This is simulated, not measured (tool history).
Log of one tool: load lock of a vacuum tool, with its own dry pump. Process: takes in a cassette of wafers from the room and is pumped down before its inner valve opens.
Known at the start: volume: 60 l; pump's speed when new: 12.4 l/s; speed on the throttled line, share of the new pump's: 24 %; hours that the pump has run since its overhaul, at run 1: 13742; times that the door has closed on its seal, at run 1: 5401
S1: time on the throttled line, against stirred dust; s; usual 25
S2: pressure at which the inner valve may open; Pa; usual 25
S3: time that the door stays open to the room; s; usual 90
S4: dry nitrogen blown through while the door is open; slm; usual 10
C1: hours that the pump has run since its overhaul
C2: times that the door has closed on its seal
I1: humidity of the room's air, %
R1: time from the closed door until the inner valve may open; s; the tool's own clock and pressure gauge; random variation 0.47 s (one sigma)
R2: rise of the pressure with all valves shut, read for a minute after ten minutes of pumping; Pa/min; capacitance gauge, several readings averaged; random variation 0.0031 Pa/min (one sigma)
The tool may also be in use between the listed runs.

Run 1, hour 0.0: usual settings; C1 13742; C2 5401; I1 44.6. Result: R1 59.8 s, R2 0.079 Pa/min.
Run 2, hour 633.8: usual settings; C1 14376; C2 8553; I1 45.3. Result: R1 59.7 s, R2 0.079 Pa/min.
Run 3, hour 1292.3: usual settings; C1 15035; C2 11827; I1 43.5. Result: R1 58.7 s, R2 0.075 Pa/min.
Run 4, hour 1958.6: usual settings; C1 15701; C2 15141; I1 43.3. Result: R1 59.5 s, R2 0.073 Pa/min.
Run 5, hour 2416.6: usual settings but S1 49 s; C1 16159; C2 17419; I1 47.2. Result: R1 77.8 s, R2 0.082 Pa/min.
Run 6, hour 2780.6: usual settings but S3 34 s; C1 16523; C2 19229; I1 43.7. Result: R1 59.5 s, R2 0.040 Pa/min.
At hour 3090.6: dry pump taken out, an overhauled one fitted.
Run 7, hour 3090.6: usual settings but S3 34 s; C1 0; C2 20740; I1 42.9. Result: R1 59.1 s, R2 0.038 Pa/min.
Run 8, hour 3434.2: usual settings but S4 4 slm; C1 344; C2 22449; I1 45.4. Result: R1 59.4 s, R2 0.087 Pa/min.
Run 9, hour 3757.6: usual settings but S4 4 slm; C1 667; C2 24057; I1 45.8. Result: R1 59.0 s, R2 0.089 Pa/min.
Run 10, hour 4167.3: usual settings; C1 1077; C2 26095; I1 44.4. Result: R1 59.2 s, R2 0.074 Pa/min.
Run 11, hour 4701.5: usual settings but S1 29 s; C1 1611; C2 28751; I1 42.2. Result: R1 62.3 s, R2 0.068 Pa/min.
Run 12, hour 5027.4: usual settings but S1 29 s; C1 1937; C2 30372; I1 44.0. Result: R1 62.5 s, R2 0.067 Pa/min.
Run 13, hour 5382.6: usual settings; C1 2292; C2 32138; I1 48.2. Result: R1 58.8 s, R2 0.083 Pa/min.
Run 14, hour 5833.4: usual settings but S4 19 slm; C1 2743; C2 34380; I1 46.1. Result: R1 58.7 s, R2 0.058 Pa/min.
Run 15, hour 6395.6: usual settings but S4 19 slm; C1 3305; C2 37176; I1 46.3. Result: R1 59.8 s, R2 0.065 Pa/min.
Run 16, hour 7004.5: usual settings but S4 19 slm; C1 3914; C2 40203; I1 44.8. Result: R1 60.1 s, R2 0.061 Pa/min.
Run 17, hour 7504.6: usual settings but S4 19 slm; C1 4414; C2 42690; I1 44.1. Result: R1 59.4 s, R2 0.064 Pa/min.
Run 18, hour 7885.7: usual settings but S3 50 s; C1 4795; C2 44586; I1 48.3. Result: R1 59.5 s, R2 0.058 Pa/min.
Run 19, hour 8242.5: usual settings but S3 50 s; C1 5152; C2 46360; I1 47.6. Result: R1 60.2 s, R2 0.053 Pa/min.
Run 20, hour 8642.6: usual settings but S1 40 s, S2 20 Pa, S3 55 s, S4 28 slm; C1 5552; C2 48349; I1 45.7. Result: R1 74.4 s, R2 0.044 Pa/min.
Run 21, hour 9056.8: usual settings but S1 40 s, S2 20 Pa, S3 55 s, S4 28 slm; C1 5966; C2 50409; I1 44.3. Result: R1 71.5 s, R2 0.048 Pa/min.
Run 22, hour 9622.9: usual settings but S1 17 s, S2 28 Pa, S3 53 s, S4 4 slm; C1 6532; C2 53224; I1 43.1. Result: R1 52.7 s, R2 0.066 Pa/min.
Run 23, hour 10265.0: usual settings but S1 17 s, S2 28 Pa, S3 53 s, S4 4 slm; C1 7174; C2 56418; I1 44.1. Result: R1 52.4 s, R2 0.054 Pa/min.
Run 24, hour 10702.5: usual settings but S2 18 Pa, S3 150 s; C1 7612; C2 58593; I1 45.7. Result: R1 61.3 s, R2 0.120 Pa/min.
Run 25, hour 11267.9: usual settings but S1 14 s; C1 8177; C2 61405; I1 45.4. Result: R1 51.4 s, R2 0.081 Pa/min.
Run 26, hour 11703.4: usual settings but S3 76 s; C1 8613; C2 63570; I1 45.2. Result: R1 59.2 s, R2 0.069 Pa/min.
Run 27, hour 12364.2: usual settings but S1 13 s, S3 206 s; C1 9274; C2 66856; I1 46.3. Result: R1 50.2 s, R2 0.146 Pa/min.
Run 28, hour 12651.2: usual settings but S2 49 Pa, S4 8 slm; C1 9561; C2 68283; I1 42.0. Result: R1 55.9 s, R2 0.074 Pa/min.
At hour 12913.2: door's seal changed, seat wiped.
Run 29, hour 13321.7: usual settings but S1 30 s, S3 27 s; C1 10230; C2 2031; I1 47.7. Result: R1 63.1 s, R2 0.028 Pa/min.
Run 30, hour 13597.3: usual settings but S1 20 s, S3 27 s, S4 22 slm; C1 10505; C2 3401; I1 44.2. Result: R1 55.5 s, R2 0.023 Pa/min.
Run 31, hour 13982.4: usual settings but S1 20 s, S3 27 s, S4 22 slm; C1 10890; C2 5317; I1 50.3. Result: R1 55.6 s, R2 0.029 Pa/min.
Run 32, hour 14363.4: usual settings but S2 21 Pa, S4 5 slm; C1 11271; C2 7212; I1 45.5. Result: R1 59.7 s, R2 0.086 Pa/min.
Run 33, hour 14928.5: usual settings but S2 21 Pa, S4 5 slm; C1 11836; C2 10022; I1 46.5. Result: R1 60.9 s, R2 0.086 Pa/min.
Run 34, hour 15381.4: usual settings but S2 21 Pa, S4 5 slm; C1 12289; C2 12274; I1 45.6. Result: R1 60.2 s, R2 0.088 Pa/min.
Run 35, hour 15929.7: usual settings but S1 17 s, S2 19 Pa, S3 60 s, S4 9 slm; C1 12838; C2 15000; I1 44.5. Result: R1 55.2 s, R2 0.059 Pa/min.
Run 36, hour 16365.1: usual settings but S1 14 s, S2 19 Pa, S3 60 s, S4 7 slm; C1 13273; C2 17165; I1 47.0. Result: R1 52.8 s, R2 0.063 Pa/min.

How the hidden state differs across the entries between the runs, from the last listed run before each to the first after it:
Between runs 6 and 7: dry pump taken out, an overhauled one fitted (hour 3090.6)
  pump's speed, % of a new pump's: 99.4 -> 100
Between runs 28 and 29: door's seal changed, seat wiped (hour 12913.2)
  leak at the door's seal, Pa l/s: 0.0047 -> 0.002
